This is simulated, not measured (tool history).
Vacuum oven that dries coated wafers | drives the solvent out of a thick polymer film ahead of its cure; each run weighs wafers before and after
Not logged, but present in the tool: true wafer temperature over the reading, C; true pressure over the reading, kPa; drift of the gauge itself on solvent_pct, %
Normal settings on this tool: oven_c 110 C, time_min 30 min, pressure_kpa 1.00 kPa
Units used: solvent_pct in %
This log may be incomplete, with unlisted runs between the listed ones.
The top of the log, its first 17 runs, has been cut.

run   hour  oven_c  time_min  pressure_kpa  hours of work since the thermocouples were calibrated  hours of work since the vacuum gauge was cleaned of residue  solvent_pct
 18  455.6     110        30          1.00                                                    185                                                          630         2.81
 19  480.5     110        30          1.00                                                    202                                                          647         2.93
 20  497.6     110        30          1.00                                                    214                                                          659         2.83
 21  520.1     110        30          1.00                                                    230                                                          675         2.88
 22  548.1     110        30          1.00                                                    249                                                          695         2.83
 23  575.9     110        30          1.00                                                    269                                                          714         2.95
 24  611.5     110        30          1.00                                                    294                                                          739         3.01
 25  637.4     110        30          1.00                                                    312                                                          757         2.82
 26  654.3     121        25          1.49                                                    324                                                          769         2.11
 27  682.7     108        37          2.29                                                    344                                                          789         3.05
 28  697.8     108        37          2.29                                                    354                                                          799         3.12
 29  716.1     108        37          2.29                                                    367                                                          812         3.13
 30  747.1     121        30          1.00                                                    389                                                          834         1.31

Estimate the outcome of run 31 from the log above:
 31  769.3     116        46          3.43                                                    404                                                          850            ?

Run 31 produced solvent_pct 1.99 %.
Without the tool's hidden state the same run would have given solvent_pct 1.81 %.
